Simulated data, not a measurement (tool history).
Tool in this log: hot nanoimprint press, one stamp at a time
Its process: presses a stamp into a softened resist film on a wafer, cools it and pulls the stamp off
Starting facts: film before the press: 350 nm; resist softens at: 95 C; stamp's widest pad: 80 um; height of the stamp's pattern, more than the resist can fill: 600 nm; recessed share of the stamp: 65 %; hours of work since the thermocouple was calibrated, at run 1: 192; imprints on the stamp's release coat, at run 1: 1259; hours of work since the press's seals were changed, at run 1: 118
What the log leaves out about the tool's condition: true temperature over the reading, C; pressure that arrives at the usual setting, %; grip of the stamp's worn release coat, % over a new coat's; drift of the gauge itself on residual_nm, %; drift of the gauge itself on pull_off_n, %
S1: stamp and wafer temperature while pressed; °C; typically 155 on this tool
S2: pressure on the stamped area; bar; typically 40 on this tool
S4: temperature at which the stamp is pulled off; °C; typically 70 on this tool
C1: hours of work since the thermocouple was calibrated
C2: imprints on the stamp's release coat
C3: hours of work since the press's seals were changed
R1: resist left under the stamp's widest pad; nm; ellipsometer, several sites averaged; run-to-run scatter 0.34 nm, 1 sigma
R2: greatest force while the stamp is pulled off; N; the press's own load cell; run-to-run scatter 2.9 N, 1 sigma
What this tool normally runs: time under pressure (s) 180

{"run": 1, "hour": 0.0, "S1": 155, "S2": 40, "time under pressure (s)": 180, "S4": 70, "C1": 192, "C2": 1259, "C3": 118, "R1": 149.1, "R2": 180}
{"run": 2, "hour": 7.6, "S1": 155, "S2": 40, "time under pressure (s)": 180, "S4": 74, "C1": 198, "C2": 1276, "C3": 123, "R1": 149.2, "R2": 172}
{"run": 3, "hour": 14.5, "S1": 155, "S2": 40, "time under pressure (s)": 180, "S4": 70, "C1": 203, "C2": 1292, "C3": 128, "R1": 149, "R2": 171}
{"run": 4, "hour": 25.3, "S1": 155, "S2": 40, "time under pressure (s)": 180, "S4": 70, "C1": 211, "C2": 1317, "C3": 136, "R1": 147.9, "R2": 175}
{"run": 5, "hour": 35.8, "S1": 155, "S2": 40, "time under pressure (s)": 261, "S4": 70, "C1": 218, "C2": 1341, "C3": 144, "R1": 128.5, "R2": 180}
{"run": 6, "hour": 43.2, "S1": 155, "S2": 34.7, "time under pressure (s)": 180, "S4": 70, "C1": 223, "C2": 1358, "C3": 149, "R1": 158.7, "R2": 184}
{"run": 7, "hour": 51.3, "S1": 155, "S2": 34.7, "time under pressure (s)": 180, "S4": 75, "C1": 229, "C2": 1376, "C3": 155, "R1": 158.7, "R2": 172}
{"run": 8, "hour": 64.2, "S1": 155, "S2": 34.7, "time under pressure (s)": 180, "S4": 75, "C1": 239, "C2": 1406, "C3": 164, "R1": 158.4, "R2": 171}
{"run": 9, "hour": 77.6, "S1": 160, "S2": 40, "time under pressure (s)": 180, "S4": 70, "C1": 248, "C2": 1436, "C3": 174, "R1": 122.3, "R2": 186}
{"run": 10, "hour": 86.1, "S1": 160, "S2": 40, "time under pressure (s)": 180, "S4": 70, "C1": 255, "C2": 1456, "C3": 180, "R1": 122.2, "R2": 180}
{"run": 11, "hour": 92.8, "S1": 160, "S2": 40, "time under pressure (s)": 180, "S4": 70, "C1": 260, "C2": 1471, "C3": 185, "R1": 121.8, "R2": 183}
{"run": 12, "hour": 99.2, "S1": 160, "S2": 40, "time under pressure (s)": 180, "S4": 70, "C1": 264, "C2": 1486, "C3": 190, "R1": 122.1, "R2": 189}
{"run": 13, "hour": 106.9, "S1": 160, "S2": 40, "time under pressure (s)": 180, "S4": 70, "C1": 270, "C2": 1503, "C3": 195, "R1": 122.3, "R2": 179}
{"run": 14, "hour": 120.6, "S1": 160, "S2": 40, "time under pressure (s)": 180, "S4": 70, "C1": 280, "C2": 1535, "C3": 205, "R1": 122.2, "R2": 188}
{"run": 15, "hour": 128.7, "S1": 160, "S2": 40, "time under pressure (s)": 180, "S4": 70, "C1": 286, "C2": 1553, "C3": 211, "R1": 121.9, "R2": 184}
{"run": 16, "hour": 136.3, "S1": 159, "S2": 27.4, "time under pressure (s)": 180, "S4": 58, "C1": 291, "C2": 1570, "C3": 217, "R1": 151.9, "R2": 212}
{"run": 17, "hour": 149.2, "S1": 159, "S2": 27.4, "time under pressure (s)": 180, "S4": 58, "C1": 301, "C2": 1600, "C3": 226, "R1": 151.6, "R2": 224}
{"run": 18, "hour": 160.7, "S1": 159, "S2": 27.4, "time under pressure (s)": 180, "S4": 58, "C1": 309, "C2": 1626, "C3": 234, "R1": 150.8, "R2": 220}
{"run": 19, "hour": 172.0, "S1": 150, "S2": 44.5, "time under pressure (s)": 147, "S4": 64, "C1": 317, "C2": 1652, "C3": 243, "R1": 184.8, "R2": 212}
{"run": 20, "hour": 180.2, "S1": 159, "S2": 27, "time under pressure (s)": 147, "S4": 72, "C1": 323, "C2": 1671, "C3": 249, "R1": 164.5, "R2": 189}
{"run": 21, "hour": 192.4, "S1": 144, "S2": 29.1, "time under pressure (s)": 131, "S4": 56, "C1": 332, "C2": 1698, "C3": 257, "R1": 267, "R2": 228}
{"run": 22, "hour": 202.8, "S1": 164, "S2": 34.8, "time under pressure (s)": 113, "S4": 76, "C1": 339, "C2": 1722, "C3": 265, "R1": 135.7, "R2": 178}
{"run": 23, "hour": 210.0, "S1": 155, "S2": 49.9, "time under pressure (s)": 180, "S4": 77, "C1": 345, "C2": 1739, "C3": 270, "R1": 133.5, "R2": 178}
{"run": 24, "hour": 222.7, "S1": 155, "S2": 38.6, "time under pressure (s)": 154, "S4": 72, "C1": 354, "C2": 1768, "C3": 279, "R1": 160.1, "R2": 189}
{"run": 25, "hour": 230.1, "S1": 155, "S2": 38.6, "time under pressure (s)": 154, "S4": 72, "C1": 359, "C2": 1784, "C3": 285, "R1": 159.1, "R2": 193}
{"run": 26, "hour": 241.7, "S1": 155, "S2": 38.6, "time under pressure (s)": 154, "S4": 72, "C1": 368, "C2": 1811, "C3": 293, "R1": 159.6, "R2": 194}
{"run": 27, "hour": 247.8, "S1": 156, "S2": 40, "time under pressure (s)": 180, "S4": 75, "C1": 372, "C2": 1825, "C3": 298, "R1": 142.7, "R2": 179}
{"run": 28, "hour": 262.8, "S1": 149, "S2": 51.8, "time under pressure (s)": 180, "S4": 75, "C1": 383, "C2": 1859, "C3": 309, "R1": 167.6, "R2": 186}
{"run": 29, "hour": 274.6, "S1": 155, "S2": 31.3, "time under pressure (s)": 180, "S4": 61, "C1": 392, "C2": 1886, "C3": 317, "R1": 164.4, "R2": 221}

Branching from run 29: 4 alternative next runs. What would each branch give?
{"run": "A", "hour": 289.6, "S1": 155, "S2": 39.9, "time under pressure (s)": 105, "S4": 73, "C1": 403, "C2": 1920, "C3": 328, "R1": "?", "R2": "?"}
{"run": "B", "hour": 289.6, "S1": 151, "S2": 31.3, "time under pressure (s)": 180, "S4": 61, "C1": 403, "C2": 1920, "C3": 328, "R1": "?", "R2": "?"}
{"run": "C", "hour": 289.6, "S1": 146, "S2": 31.3, "time under pressure (s)": 180, "S4": 62, "C1": 403, "C2": 1920, "C3": 328, "R1": "?", "R2": "?"}
{"run": "D", "hour": 289.6, "S1": 147, "S2": 56.3, "time under pressure (s)": 180, "S4": 61, "C1": 403, "C2": 1920, "C3": 328, "R1": "?", "R2": "?"}

run=A R1=180.1 R2=196
run=B R1=190.3 R2=220
run=C R1=228.3 R2=221
run=D R1=176.3 R2=226
With no hidden state in the tool, these same runs would have given:
run=A R1=181.3 R2=134
run=B R1=192.3 R2=150
run=C R1=230.5 R2=151
run=D R1=177.1 R2=154
